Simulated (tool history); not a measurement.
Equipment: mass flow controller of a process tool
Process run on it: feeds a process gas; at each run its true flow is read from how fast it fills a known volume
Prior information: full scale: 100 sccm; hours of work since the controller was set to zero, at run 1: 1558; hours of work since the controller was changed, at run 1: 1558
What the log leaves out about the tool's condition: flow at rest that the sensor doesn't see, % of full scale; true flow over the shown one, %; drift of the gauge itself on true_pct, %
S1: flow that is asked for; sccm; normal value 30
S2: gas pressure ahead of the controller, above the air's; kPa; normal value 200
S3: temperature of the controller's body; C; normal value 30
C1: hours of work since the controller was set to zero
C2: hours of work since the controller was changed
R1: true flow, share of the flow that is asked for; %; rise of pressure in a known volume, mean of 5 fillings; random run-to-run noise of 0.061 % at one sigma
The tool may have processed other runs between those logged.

run      day  S1   S2  S3    C1    C2     R1
  1        0  30  200  30  1558  1558  97.75
  2   11.154  30  183  30  1724  1724  97.81
  3   23.046  30  200  30  1902  1902  97.77
  4   35.458  30  200  30  2088  2088  97.75
  5   45.212  30  159  30  2233  2233  97.93
  6   50.921  30  200  38  2319  2319  96.87
  7     63.1  30  200  38  2501  2501  96.96
  8   74.904  30  200  38  2677  2677  96.88
  9   85.475  30  200  38  2835  2835  96.88
 10   95.246  30  200  38  2981  2981  96.85
 11   103.95  41  267  33  3111  3111  97.33
 12  109.217  24  224  36  3190  3190   97.1
 13  120.071  26  183  34  3352  3352  97.38
 14  126.546  52  183  34  3449  3449  97.65
 15  133.083  13  175  29  3546  3546   98.4
 16  139.258  11  168  23  3638  3638  99.25
 17  145.804  11  168  23  3736  3736  99.37
 18  152.558  11  168  23  3837  3837  99.36
 19  163.558  27  197  23  4002  4002  98.44
 20  171.879  27  197  23  4126  4126  98.52

What if the next run were any one of these 5? Each begins from the tool's condition after run 20:
  A  179.171  30  237  23  4235  4235   ?
  B  179.171  10  200  30  4235  4235   ?
  C  179.171  27  177  23  4235  4235   ?
  D  179.171  43  197  23  4235  4235   ?
  E  179.171  23  207  28  4235  4235   ?

run     R1
  A  98.33
  B  98.72
  C  98.67
  D  98.56
  E  98.01
Take away the tool's hidden state, keep each run's random variation, and the runs would have read:
run     R1
  A  98.27
  B  97.08
  C  98.52
  D  98.74
  E  97.71
